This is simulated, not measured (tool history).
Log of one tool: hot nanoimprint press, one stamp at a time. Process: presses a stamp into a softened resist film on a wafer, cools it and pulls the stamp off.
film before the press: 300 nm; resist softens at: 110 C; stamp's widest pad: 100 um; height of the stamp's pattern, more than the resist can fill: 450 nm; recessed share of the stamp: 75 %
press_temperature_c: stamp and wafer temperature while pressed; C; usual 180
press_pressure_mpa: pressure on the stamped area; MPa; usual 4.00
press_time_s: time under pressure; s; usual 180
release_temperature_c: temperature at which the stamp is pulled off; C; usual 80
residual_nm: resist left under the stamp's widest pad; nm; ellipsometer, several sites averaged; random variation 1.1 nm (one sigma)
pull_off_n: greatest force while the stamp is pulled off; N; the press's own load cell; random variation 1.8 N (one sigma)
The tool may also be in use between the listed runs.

| run | hour | press_temperature_c | press_pressure_mpa | press_time_s | release_temperature_c | residual_nm | pull_off_n |
|---|---|---|---|---|---|---|---|
| 1 | 0.0 | 180 | 4.00 | 180 | 80 | 179.7 | 155 |
| 2 | 18.1 | 180 | 4.00 | 180 | 80 | 181.3 | 156 |
|  | 39.9 | plate thermocouple calibrated |
| 3 | 44.5 | 180 | 5.74 | 180 | 80 | 159.5 | 158 |
| 4 | 62.8 | 180 | 4.00 | 180 | 80 | 181.9 | 161 |
| 5 | 81.0 | 180 | 4.00 | 180 | 80 | 180.5 | 163 |
| 6 | 94.9 | 180 | 4.00 | 180 | 80 | 182.9 | 161 |
|  | 113.7 | plate thermocouple calibrated, once more |
| 7 | 116.1 | 180 | 4.00 | 180 | 80 | 175.6 | 162 |
| 8 | 133.4 | 180 | 4.00 | 180 | 67 | 176.4 | 202 |
| 9 | 147.7 | 180 | 4.00 | 203 | 67 | 168.3 | 206 |
|  | 155.7 | stamp cleaned and given a new release coat |
| 10 | 168.6 | 180 | 4.00 | 203 | 67 | 167.0 | 193 |
| 11 | 189.4 | 180 | 4.00 | 203 | 67 | 170.3 | 194 |
| 12 | 201.1 | 180 | 4.00 | 180 | 68 | 176.6 | 189 |
| 13 | 220.7 | 170 | 4.00 | 180 | 80 | 223.3 | 152 |
| 14 | 243.4 | 180 | 3.14 | 180 | 80 | 189.6 | 156 |
| 15 | 256.4 | 180 | 3.14 | 180 | 80 | 190.5 | 154 |
| 16 | 269.4 | 182 | 2.84 | 180 | 80 | 188.4 | 155 |
| 17 | 289.0 | 183 | 4.00 | 180 | 80 | 164.1 | 159 |
| 18 | 303.3 | 182 | 5.21 | 142 | 70 | 165.1 | 192 |
| 19 | 324.1 | 182 | 5.21 | 142 | 78 | 166.4 | 167 |
| 20 | 345.3 | 178 | 3.43 | 180 | 80 | 197.3 | 159 |
| 21 | 367.0 | 180 | 4.00 | 133 | 70 | 195.2 | 202 |
|  | 381.3 | stamp cleaned and given a new release coat |
| 22 | 393.3 | 179 | 4.74 | 119 | 84 | 196.3 | 138 |
| 23 | 413.7 | 179 | 4.74 | 119 | 84 | 196.3 | 141 |
| 24 | 431.0 | 179 | 4.74 | 148 | 75 | 186.0 | 168 |
| 25 | 452.3 | 185 | 4.74 | 308 | 75 | 119.5 | 173 |
| 26 | 469.4 | 180 | 4.00 | 180 | 81 | 180.9 | 152 |
| 27 | 490.5 | 182 | 4.00 | 180 | 80 | 169.6 | 154 |
| 28 | 502.3 | 182 | 4.00 | 108 | 69 | 197.1 | 198 |
| 29 | 524.0 | 182 | 4.00 | 108 | 69 | 199.9 | 198 |

Hidden state or all else? Some run-to-run changes of residual_nm, split into what the settings, what came in and random variation would give without the hidden state, and what is left for the hidden state (with any gauge scatter that isn't in both results):
The hidden state here: true temperature over the reading, C; pressure that arrives at the usual setting, %; grip of the stamp's worn release coat, % over a new coat's; drift of the gauge itself on residual_nm, %; drift of the gauge itself on pull_off_n, %.
Run 2 -> 3: press_pressure_mpa 4.00 -> 5.74, plate thermocouple calibrated. residual_nm -21.8 nm: hidden state +2.3, all else -24.1.
Run 6 -> 7: plate thermocouple calibrated, once more. residual_nm -7.3 nm: hidden state -7.1, all else -0.2.
Run 24 -> 25: press_temperature_c 179 -> 185, press_time_s 148 -> 308. residual_nm -66.5 nm: hidden state -1.2, all else -65.3.
Run 25 -> 26: press_temperature_c 185 -> 180, press_pressure_mpa 4.74 -> 4.00, press_time_s 308 -> 180, release_temperature_c 75 -> 81. residual_nm +61.4 nm: hidden state +1.1, all else +60.3.
